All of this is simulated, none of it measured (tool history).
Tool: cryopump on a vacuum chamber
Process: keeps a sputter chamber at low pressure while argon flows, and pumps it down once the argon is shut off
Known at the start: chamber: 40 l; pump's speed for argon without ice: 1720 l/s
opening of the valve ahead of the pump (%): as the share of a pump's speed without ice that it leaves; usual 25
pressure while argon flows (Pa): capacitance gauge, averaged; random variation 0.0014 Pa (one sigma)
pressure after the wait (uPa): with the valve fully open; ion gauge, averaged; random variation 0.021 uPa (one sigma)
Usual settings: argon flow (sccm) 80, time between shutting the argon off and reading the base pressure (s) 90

run,day,argon flow (sccm),time between shutting the argon off and reading the base pressure (s),opening of the valve ahead of the pump (%),pressure while argon flows (Pa),pressure after the wait (uPa)
1,0.000,80,90,25,0.3240,0.74
2,1.721,80,90,25,0.3238,0.76
3,2.688,80,90,25,0.3262,0.78
4,4.462,80,90,25,0.3272,0.74
5,5.592,80,90,25,0.3294,0.76
6,6.988,80,90,25,0.3302,0.77
7,8.771,80,125,25,0.3280,0.68
8,9.667,80,125,25,0.3320,0.69
9,10.725,105,90,25,0.4350,0.77
10,11.650,105,90,25,0.4363,0.81
11,12.604,80,90,25,0.3315,0.84
12,14.225,80,90,19,0.4318,0.82
13,15.338,51,90,25,0.2126,0.82
14,16.521,51,90,25,0.2142,0.83
15,17.596,51,90,25,0.2163,0.86
16,19.283,80,90,25,0.3362,0.89
17,21.067,80,90,33,0.2629,0.87
18,22.812,47,22,17,0.2854,1.73
19,23.800,47,298,16,0.3047,0.65
20,25.692,51,78,51,0.1155,0.92
21,27.154,51,78,51,0.1173,0.90
22,27.917,51,78,51,0.1178,0.93
23,28.775,37,78,52,0.0840,0.94
24,29.575,37,78,52,0.0851,0.96
25,31.392,37,78,52,0.0850,0.98
26,32.962,37,43,35,0.1212,1.25
27,33.971,51,53,48,0.1284,1.16
28,35.083,80,58,46,0.2096,1.14
29,36.862,80,58,46,0.2095,1.12
# day 38.171: pump warmed up, emptied and cooled again
30,38.354,45,66,18,0.2457,0.84

The next listed run, before its measurement:
31,40.183,56,152,28,?,?

{"run 31": {"pressure while argon flows (Pa)": 0.1982, "pressure after the wait (uPa)": 0.63}}
Without the tool's hidden state the same run would have given pressure while argon flows (Pa) 0.1964, pressure after the wait (uPa) 0.32.
